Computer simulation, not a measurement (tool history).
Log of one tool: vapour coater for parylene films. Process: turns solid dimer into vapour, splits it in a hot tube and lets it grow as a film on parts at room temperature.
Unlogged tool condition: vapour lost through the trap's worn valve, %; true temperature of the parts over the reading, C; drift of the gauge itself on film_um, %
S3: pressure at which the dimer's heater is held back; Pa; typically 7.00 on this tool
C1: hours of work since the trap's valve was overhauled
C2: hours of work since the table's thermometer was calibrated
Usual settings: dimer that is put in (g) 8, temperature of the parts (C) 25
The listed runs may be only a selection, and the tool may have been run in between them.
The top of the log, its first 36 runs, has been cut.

run 37 hour=2125.2 | dimer_that_is_put_in_(g)=5 temperature_of_the_parts_(C)=30 S3=7.06 | C1=242 C2=861 | thickness_of_the_film_(µm)=2.52
run 38 hour=2179.9 | dimer_that_is_put_in_(g)=5 temperature_of_the_parts_(C)=21 S3=7.00 | C1=281 C2=900 | thickness_of_the_film_(µm)=3.91
run 39 hour=2234.2 | dimer_that_is_put_in_(g)=4 temperature_of_the_parts_(C)=21 S3=3.20 | C1=320 C2=939 | thickness_of_the_film_(µm)=3.53
run 40 hour=2296.3 | dimer_that_is_put_in_(g)=4 temperature_of_the_parts_(C)=20 S3=3.20 | C1=365 C2=984 | thickness_of_the_film_(µm)=3.70
run 41 hour=2349.9 | dimer_that_is_put_in_(g)=4 temperature_of_the_parts_(C)=20 S3=3.20 | C1=403 C2=1022 | thickness_of_the_film_(µm)=3.69
run 42 hour=2406.5 | dimer_that_is_put_in_(g)=4 temperature_of_the_parts_(C)=20 S3=3.20 | C1=443 C2=1063 | thickness_of_the_film_(µm)=3.73
-- hour=2427.1 trap's valve overhauled
run 43 hour=2486.5 | dimer_that_is_put_in_(g)=4 temperature_of_the_parts_(C)=20 S3=11.15 | C1=43 C2=1117 | thickness_of_the_film_(µm)=3.01
run 44 hour=2560.0 | dimer_that_is_put_in_(g)=4 temperature_of_the_parts_(C)=20 S3=11.15 | C1=95 C2=1170 | thickness_of_the_film_(µm)=3.07
run 45 hour=2637.7 | dimer_that_is_put_in_(g)=13 temperature_of_the_parts_(C)=20 S3=2.54 | C1=151 C2=1225 | thickness_of_the_film_(µm)=12.59

Here are 3 independent what-if runs from the current tool condition. What would each one return?
run A hour=2712.8 | dimer_that_is_put_in_(g)=13 temperature_of_the_parts_(C)=34 S3=2.54 | C1=205 C2=1279 | thickness_of_the_film_(µm)=?
run B hour=2712.8 | dimer_that_is_put_in_(g)=4 temperature_of_the_parts_(C)=25 S3=5.13 | C1=205 C2=1279 | thickness_of_the_film_(µm)=?
run C hour=2712.8 | dimer_that_is_put_in_(g)=8 temperature_of_the_parts_(C)=22 S3=3.76 | C1=205 C2=1279 | thickness_of_the_film_(µm)=?

run=A thickness_of_the_film_(µm)=6.39
run=B thickness_of_the_film_(µm)=2.71
run=C thickness_of_the_film_(µm)=6.67
Without the tool's hidden state the same runs would have given:
run=A thickness_of_the_film_(µm)=6.40
run=B thickness_of_the_film_(µm)=2.72
run=C thickness_of_the_film_(µm)=6.68
